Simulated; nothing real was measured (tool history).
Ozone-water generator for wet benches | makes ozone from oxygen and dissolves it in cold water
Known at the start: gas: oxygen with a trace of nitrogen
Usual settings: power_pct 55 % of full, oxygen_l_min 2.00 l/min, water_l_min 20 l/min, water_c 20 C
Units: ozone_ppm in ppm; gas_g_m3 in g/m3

{"run": 1, "day": 0.0, "power_pct": 55, "oxygen_l_min": 2.0, "water_l_min": 20, "water_c": 20, "ozone_ppm": 10.6, "gas_g_m3": 181.8}
{"run": 2, "day": 4.062, "power_pct": 55, "oxygen_l_min": 2.0, "water_l_min": 20, "water_c": 20, "ozone_ppm": 10.6, "gas_g_m3": 182.0}
{"run": 3, "day": 7.438, "power_pct": 55, "oxygen_l_min": 2.0, "water_l_min": 20, "water_c": 20, "ozone_ppm": 10.6, "gas_g_m3": 181.9}
{"day": 7.708, "done": "water thermometer calibrated"}
{"run": 4, "day": 10.696, "power_pct": 55, "oxygen_l_min": 2.0, "water_l_min": 26, "water_c": 20, "ozone_ppm": 7.9, "gas_g_m3": 182.0}
{"run": 5, "day": 14.329, "power_pct": 55, "oxygen_l_min": 2.0, "water_l_min": 26, "water_c": 24, "ozone_ppm": 7.6, "gas_g_m3": 181.2}
{"day": 17.579, "done": "contactor cleaned"}
{"run": 6, "day": 18.842, "power_pct": 55, "oxygen_l_min": 2.0, "water_l_min": 26, "water_c": 24, "ozone_ppm": 8.0, "gas_g_m3": 182.5}
{"run": 7, "day": 22.412, "power_pct": 55, "oxygen_l_min": 2.0, "water_l_min": 26, "water_c": 24, "ozone_ppm": 7.8, "gas_g_m3": 180.5}
{"run": 8, "day": 25.942, "power_pct": 55, "oxygen_l_min": 2.0, "water_l_min": 26, "water_c": 24, "ozone_ppm": 7.9, "gas_g_m3": 180.2}
{"run": 9, "day": 28.712, "power_pct": 55, "oxygen_l_min": 2.0, "water_l_min": 26, "water_c": 24, "ozone_ppm": 7.9, "gas_g_m3": 181.1}
{"run": 10, "day": 31.412, "power_pct": 52, "oxygen_l_min": 2.0, "water_l_min": 20, "water_c": 20, "ozone_ppm": 10.6, "gas_g_m3": 174.7}
{"run": 11, "day": 34.846, "power_pct": 52, "oxygen_l_min": 2.0, "water_l_min": 20, "water_c": 20, "ozone_ppm": 10.4, "gas_g_m3": 175.2}
{"run": 12, "day": 38.812, "power_pct": 55, "oxygen_l_min": 2.0, "water_l_min": 20, "water_c": 13, "ozone_ppm": 11.4, "gas_g_m3": 182.1}
{"run": 13, "day": 41.925, "power_pct": 55, "oxygen_l_min": 2.0, "water_l_min": 20, "water_c": 13, "ozone_ppm": 11.4, "gas_g_m3": 179.8}
{"run": 14, "day": 45.679, "power_pct": 55, "oxygen_l_min": 2.0, "water_l_min": 20, "water_c": 13, "ozone_ppm": 11.3, "gas_g_m3": 178.9}
{"run": 15, "day": 49.546, "power_pct": 55, "oxygen_l_min": 2.0, "water_l_min": 20, "water_c": 13, "ozone_ppm": 11.4, "gas_g_m3": 180.6}
{"run": 16, "day": 51.971, "power_pct": 55, "oxygen_l_min": 2.0, "water_l_min": 20, "water_c": 18, "ozone_ppm": 10.8, "gas_g_m3": 179.0}
{"run": 17, "day": 55.829, "power_pct": 55, "oxygen_l_min": 2.0, "water_l_min": 20, "water_c": 18, "ozone_ppm": 10.8, "gas_g_m3": 180.0}
{"run": 18, "day": 60.121, "power_pct": 55, "oxygen_l_min": 2.0, "water_l_min": 20, "water_c": 18, "ozone_ppm": 11.1, "gas_g_m3": 178.1}
{"run": 19, "day": 61.988, "power_pct": 55, "oxygen_l_min": 2.0, "water_l_min": 20, "water_c": 18, "ozone_ppm": 11.1, "gas_g_m3": 177.5}
{"run": 20, "day": 63.838, "power_pct": 55, "oxygen_l_min": 2.0, "water_l_min": 20, "water_c": 18, "ozone_ppm": 11.0, "gas_g_m3": 180.3}
{"run": 21, "day": 66.429, "power_pct": 55, "oxygen_l_min": 2.0, "water_l_min": 20, "water_c": 18, "ozone_ppm": 10.7, "gas_g_m3": 178.8}
{"run": 22, "day": 69.379, "power_pct": 55, "oxygen_l_min": 2.0, "water_l_min": 20, "water_c": 18, "ozone_ppm": 11.0, "gas_g_m3": 178.1}
{"run": 23, "day": 72.288, "power_pct": 100, "oxygen_l_min": 1.84, "water_l_min": 20, "water_c": 20, "ozone_ppm": 14.9, "gas_g_m3": 270.6}
{"run": 24, "day": 76.371, "power_pct": 61, "oxygen_l_min": 1.84, "water_l_min": 20, "water_c": 22, "ozone_ppm": 11.2, "gas_g_m3": 200.0}
{"run": 25, "day": 80.388, "power_pct": 86, "oxygen_l_min": 2.22, "water_l_min": 27, "water_c": 22, "ozone_ppm": 10.3, "gas_g_m3": 217.2}
{"run": 26, "day": 82.529, "power_pct": 66, "oxygen_l_min": 2.0, "water_l_min": 16, "water_c": 12, "ozone_ppm": 16.0, "gas_g_m3": 200.4}

Run 27 comes next. What will it give?
{"run": 27, "day": 86.467, "power_pct": 66, "oxygen_l_min": 2.0, "water_l_min": 16, "water_c": 12, "ozone_ppm": "?", "gas_g_m3": "?"}

{"run 27": {"ozone_ppm": 15.6, "gas_g_m3": 197.4}}
Without the tool's hidden state the same run would have given ozone_ppm 16.3 ppm, gas_g_m3 204.4 g/m3.
